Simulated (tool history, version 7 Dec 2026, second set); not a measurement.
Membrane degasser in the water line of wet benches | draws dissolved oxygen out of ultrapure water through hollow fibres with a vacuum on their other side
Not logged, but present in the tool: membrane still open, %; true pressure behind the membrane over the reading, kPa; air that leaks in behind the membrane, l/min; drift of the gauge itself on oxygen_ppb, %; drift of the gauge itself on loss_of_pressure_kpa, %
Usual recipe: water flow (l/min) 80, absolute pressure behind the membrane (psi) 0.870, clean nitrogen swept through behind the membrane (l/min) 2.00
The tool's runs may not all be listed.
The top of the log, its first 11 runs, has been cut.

| run | hour | water flow (l/min) | absolute pressure behind the membrane (psi) | clean nitrogen swept through behind the membrane (l/min) | hours since the membrane was changed | hours since the vacuum gauge was calibrated | hours since the vacuum lines were made tight | dissolved oxygen in the water behind the degasser (ppb) | pressure that the water loses in the fibres (psi) |
|---|---|---|---|---|---|---|---|---|---|
| 12 | 1231.3 | 59 | 0.870 | 2.00 | 5008 | 596 | 12529 | 200.1 | 6.943 |
|  | 1286.5 | vacuum gauge calibrated, once more |
| 13 | 1330.4 | 59 | 0.870 | 2.00 | 5107 | 44 | 12627 | 183.7 | 7.039 |
| 14 | 1408.4 | 59 | 0.870 | 2.00 | 5185 | 122 | 12705 | 183.8 | 6.989 |
| 15 | 1547.7 | 59 | 0.870 | 2.00 | 5324 | 261 | 12845 | 184.4 | 6.944 |
| 16 | 1682.8 | 59 | 0.870 | 2.00 | 5459 | 396 | 12980 | 184.6 | 6.965 |
| 17 | 1813.2 | 111 | 2.154 | 0.95 | 5589 | 527 | 13110 | 1770.5 | 13.138 |
| 18 | 1962.6 | 111 | 2.154 | 0.95 | 5739 | 676 | 13260 | 1778.5 | 13.109 |
| 19 | 2109.4 | 111 | 2.154 | 0.95 | 5886 | 823 | 13406 | 1777.4 | 13.194 |
| 20 | 2251.2 | 114 | 0.596 | 3.40 | 6027 | 965 | 13548 | 178.6 | 13.429 |
| 21 | 2361.6 | 94 | 1.571 | 3.40 | 6138 | 1075 | 13659 | 496.2 | 11.119 |
| 22 | 2495.4 | 69 | 0.763 | 1.00 | 6272 | 1209 | 13792 | 268.7 | 8.186 |
| 23 | 2618.9 | 69 | 0.763 | 1.00 | 6395 | 1332 | 13916 | 268.6 | 8.169 |
| 24 | 2765.8 | 74 | 0.870 | 3.74 | 6542 | 1479 | 14063 | 153.1 | 8.805 |
| 25 | 2859.1 | 51 | 1.446 | 2.40 | 6635 | 1573 | 14156 | 319.4 | 6.071 |
| 26 | 2984.6 | 51 | 1.446 | 2.40 | 6761 | 1698 | 14282 | 320.5 | 6.083 |
| 27 | 3114.1 | 51 | 1.446 | 2.40 | 6890 | 1828 | 14411 | 318.6 | 6.057 |
| 28 | 3187.1 | 51 | 0.995 | 1.13 | 6963 | 1901 | 14484 | 325.2 | 6.081 |
| 29 | 3285.1 | 62 | 0.889 | 3.62 | 7061 | 1999 | 14582 | 130.7 | 7.345 |
| 30 | 3345.9 | 69 | 0.592 | 0.97 | 7122 | 2059 | 14643 | 136.4 | 8.221 |
| 31 | 3414.1 | 80 | 0.870 | 2.20 | 7190 | 2128 | 14711 | 248.3 | 9.497 |
| 32 | 3525.6 | 80 | 1.661 | 5.58 | 7302 | 2239 | 14823 | 309.8 | 9.513 |

Consider 3 possible next runs. They are alternatives, not a sequence: every one starts from the tool as it was left by run 32. What does each give?
| A | 3639.2 | 57 | 1.661 | 5.58 | 7415 | 2353 | 14936 | ? | ? |
| B | 3639.2 | 54 | 0.999 | 2.92 | 7415 | 2353 | 14936 | ? | ? |
| C | 3639.2 | 80 | 0.722 | 3.83 | 7415 | 2353 | 14936 | ? | ? |

| run | dissolved oxygen in the water behind the degasser (ppb) | pressure that the water loses in the fibres (psi) |
|---|---|---|
| A | 209.2 | 6.824 |
| B | 163.6 | 6.405 |
| C | 126.3 | 9.503 |
Stripped of hidden state, with their random variation kept, the same runs would have yielded:
| run | dissolved oxygen in the water behind the degasser (ppb) | pressure that the water loses in the fibres (psi) |
|---|---|---|
| A | 204.5 | 6.663 |
| B | 159.4 | 6.254 |
| C | 119.2 | 9.280 |
